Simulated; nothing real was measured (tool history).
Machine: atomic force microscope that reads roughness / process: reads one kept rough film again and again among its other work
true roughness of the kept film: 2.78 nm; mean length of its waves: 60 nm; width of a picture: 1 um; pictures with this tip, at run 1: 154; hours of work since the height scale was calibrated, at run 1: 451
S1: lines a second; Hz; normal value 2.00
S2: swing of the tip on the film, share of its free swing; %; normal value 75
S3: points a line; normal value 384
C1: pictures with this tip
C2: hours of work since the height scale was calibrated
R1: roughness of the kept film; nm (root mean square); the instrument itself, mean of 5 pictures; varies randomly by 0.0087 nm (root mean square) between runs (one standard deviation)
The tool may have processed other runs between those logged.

Run 1, hour 0.0: usual settings; C1 154; C2 451. Result: R1 2.366 nm (root mean square).
At hour 13.7: new tip fitted.
Run 2, hour 19.0: usual settings but S3 802; C1 7; C2 460. Result: R1 2.418 nm (root mean square).
Run 3, hour 33.6: usual settings but S1 1.52 Hz; C1 27; C2 468. Result: R1 2.487 nm (root mean square).
Run 4, hour 54.2: usual settings but S1 0.57 Hz; C1 55; C2 478. Result: R1 2.628 nm (root mean square).
Run 5, hour 64.5: usual settings but S1 0.57 Hz; C1 70; C2 484. Result: R1 2.611 nm (root mean square).
Run 6, hour 76.4: usual settings but S3 507; C1 86; C2 490. Result: R1 2.385 nm (root mean square).
Run 7, hour 86.6: usual settings but S3 507; C1 100; C2 495. Result: R1 2.380 nm (root mean square).
Run 8, hour 108.2: usual settings but S3 507; C1 130; C2 506. Result: R1 2.393 nm (root mean square).
Run 9, hour 117.7: usual settings but S2 73 %; C1 143; C2 511. Result: R1 2.400 nm (root mean square).
Run 10, hour 128.4: usual settings but S2 73 %; C1 157; C2 516. Result: R1 2.397 nm (root mean square).
At hour 138.1: new tip fitted.
Run 11, hour 145.3: usual settings but S2 73 %; C1 10; C2 525. Result: R1 2.424 nm (root mean square).
At hour 148.4: height scale calibrated on a step standard.
Run 12, hour 156.2: usual settings but S2 66 %; C1 23; C2 4. Result: R1 2.529 nm (root mean square).
Run 13, hour 176.0: usual settings but S1 0.73 Hz, S2 66 %; C1 51; C2 14. Result: R1 2.659 nm (root mean square).
Run 14, hour 190.2: usual settings but S1 0.73 Hz, S2 66 %; C1 70; C2 21. Result: R1 2.638 nm (root mean square).
Run 15, hour 205.6: usual settings but S1 0.73 Hz, S2 66 %; C1 91; C2 29. Result: R1 2.636 nm (root mean square).
Run 16, hour 227.6: usual settings but S1 0.73 Hz, S2 66 %; C1 121; C2 40. Result: R1 2.638 nm (root mean square).
At hour 238.3: height scale calibrated on a step standard, once more.
Run 17, hour 250.7: usual settings but S1 3.64 Hz, S3 292; C1 152; C2 6. Result: R1 2.154 nm (root mean square).
At hour 264.1: new tip fitted.
Run 18, hour 265.6: usual settings but S1 3.64 Hz, S3 292; C1 2; C2 14. Result: R1 2.195 nm (root mean square).
Run 19, hour 280.8: usual settings but S1 3.18 Hz, S3 292; C1 22; C2 21. Result: R1 2.246 nm (root mean square).
Run 20, hour 291.2: usual settings but S1 2.82 Hz, S2 57 %, S3 733; C1 37; C2 27. Result: R1 2.562 nm (root mean square).
Run 21, hour 313.4: usual settings but S1 0.75 Hz, S2 78 %, S3 666; C1 67; C2 38. Result: R1 2.561 nm (root mean square).

Expected results for the next run?
Run 22, hour 334.5: usual settings but S1 0.75 Hz, S2 78 %, S3 666; C1 96; C2 49. Result: R1 ?.

R1: 2.548 nm (root mean square)
Minus the tool's unlogged condition, the same run would have read R1 2.583 nm (root mean square).
